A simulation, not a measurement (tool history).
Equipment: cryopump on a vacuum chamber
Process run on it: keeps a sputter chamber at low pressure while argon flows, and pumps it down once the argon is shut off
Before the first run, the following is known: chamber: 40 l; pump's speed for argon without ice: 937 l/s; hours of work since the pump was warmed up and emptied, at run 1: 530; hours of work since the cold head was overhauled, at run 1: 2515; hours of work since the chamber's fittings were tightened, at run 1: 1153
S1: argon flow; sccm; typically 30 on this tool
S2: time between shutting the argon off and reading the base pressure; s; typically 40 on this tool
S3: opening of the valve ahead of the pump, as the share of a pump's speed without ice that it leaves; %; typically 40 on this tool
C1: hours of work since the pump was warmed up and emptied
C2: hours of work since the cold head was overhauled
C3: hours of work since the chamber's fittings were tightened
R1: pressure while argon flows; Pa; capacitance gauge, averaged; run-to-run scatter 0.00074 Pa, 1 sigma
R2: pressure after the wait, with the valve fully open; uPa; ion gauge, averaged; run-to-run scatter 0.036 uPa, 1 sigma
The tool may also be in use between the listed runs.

Run 1, hour 0.0: usual settings; C1 530; C2 2515; C3 1153. Result: R1 0.1407 Pa, R2 3.44 uPa.
Run 2, hour 78.3: usual settings but S3 19 %; C1 580; C2 2565; C3 1203. Result: R1 0.2927 Pa, R2 3.46 uPa.
Run 3, hour 149.4: usual settings; C1 626; C2 2610; C3 1249. Result: R1 0.1426 Pa, R2 3.55 uPa.
Run 4, hour 202.8: usual settings but S3 27 %; C1 660; C2 2645; C3 1283. Result: R1 0.2069 Pa, R2 3.63 uPa.
Run 5, hour 262.3: usual settings but S3 27 %; C1 698; C2 2683; C3 1321. Result: R1 0.2084 Pa, R2 3.65 uPa.
Run 6, hour 346.2: usual settings but S3 23 %; C1 751; C2 2736; C3 1374. Result: R1 0.2448 Pa, R2 3.70 uPa.
Run 7, hour 436.4: usual settings but S3 23 %; C1 809; C2 2794; C3 1432. Result: R1 0.2438 Pa, R2 3.86 uPa.
Run 8, hour 515.0: usual settings but S3 23 %; C1 859; C2 2844; C3 1482. Result: R1 0.2461 Pa, R2 3.96 uPa.
Run 9, hour 558.7: usual settings but S2 52 s, S3 23 %; C1 887; C2 2872; C3 1510. Result: R1 0.2465 Pa, R2 3.70 uPa.
Run 10, hour 599.2: usual settings but S2 52 s, S3 23 %; C1 913; C2 2898; C3 1536. Result: R1 0.2467 Pa, R2 3.73 uPa.
Run 11, hour 671.5: usual settings; C1 959; C2 2944; C3 1582. Result: R1 0.1472 Pa, R2 4.14 uPa.
At hour 685.2: pump warmed up, emptied and cooled again.
Run 12, hour 731.4: usual settings; C1 30; C2 2979; C3 1617. Result: R1 0.1384 Pa, R2 3.89 uPa.
Run 13, hour 785.9: usual settings; C1 64; C2 3014; C3 1652. Result: R1 0.1373 Pa, R2 3.84 uPa.
Run 14, hour 874.6: usual settings but S1 50 sccm, S2 114 s, S3 55 %; C1 121; C2 3071; C3 1709. Result: R1 0.1669 Pa, R2 2.89 uPa.
Run 15, hour 967.0: usual settings but S1 50 sccm, S2 114 s, S3 55 %; C1 180; C2 3130; C3 1768. Result: R1 0.1706 Pa, R2 3.02 uPa.
Run 16, hour 1064.9: usual settings but S1 28 sccm, S3 51 %; C1 243; C2 3192; C3 1830. Result: R1 0.1029 Pa, R2 4.14 uPa.
Run 17, hour 1139.2: usual settings but S1 37 sccm, S3 18 %; C1 290; C2 3240; C3 1878. Result: R1 0.3765 Pa, R2 4.19 uPa.
Run 18, hour 1231.9: usual settings but S3 52 %; C1 349; C2 3299; C3 1937. Result: R1 0.1091 Pa, R2 4.38 uPa.
Run 19, hour 1327.4: usual settings but S3 52 %; C1 410; C2 3360; C3 1998. Result: R1 0.1090 Pa, R2 4.53 uPa.
Run 20, hour 1367.7: usual settings but S2 174 s; C1 436; C2 3386; C3 2024. Result: R1 0.1391 Pa, R2 3.25 uPa.
Run 21, hour 1425.7: usual settings but S1 47 sccm, S2 150 s, S3 54 %; C1 473; C2 3423; C3 2061. Result: R1 0.1661 Pa, R2 3.33 uPa.
Run 22, hour 1472.3: usual settings but S1 47 sccm, S2 150 s, S3 54 %; C1 503; C2 3452; C3 2091. Result: R1 0.1674 Pa, R2 3.40 uPa.
Run 23, hour 1569.3: usual settings but S1 47 sccm, S2 150 s, S3 54 %; C1 565; C2 3514; C3 2153. Result: R1 0.1673 Pa, R2 3.54 uPa.
Run 24, hour 1650.0: usual settings but S1 39 sccm, S2 186 s, S3 19 %; C1 616; C2 3566; C3 2204. Result: R1 0.3810 Pa, R2 3.57 uPa.
Run 25, hour 1741.2: usual settings but S1 39 sccm, S2 186 s, S3 19 %; C1 675; C2 3624; C3 2262. Result: R1 0.3815 Pa, R2 3.72 uPa.
Run 26, hour 1792.7: usual settings but S1 43 sccm; C1 708; C2 3657; C3 2295. Result: R1 0.2060 Pa, R2 4.93 uPa.

3 ways to go on from here, each from the tool as it stands after run 26. What would each give?
Run A, hour 1882.1: usual settings but S1 31 sccm; C1 765; C2 3714; C3 2352. Result: R1 ?, R2 ?.
Run B, hour 1882.1: usual settings but S1 43 sccm, S3 34 %; C1 765; C2 3714; C3 2352. Result: R1 ?, R2 ?.
Run C, hour 1882.1: usual settings but S1 21 sccm, S2 98 s, S3 35 %; C1 765; C2 3714; C3 2352. Result: R1 ?, R2 ?.

run      R1    R2
  A  0.1485  5.11
  B  0.2420  5.15
  C  0.1146  4.08
With the hidden condition removed and each run's random variation left untouched, the same runs would have given:
run      R1    R2
  A  0.1387  1.96
  B  0.2283  1.97
  C  0.1079  0.98
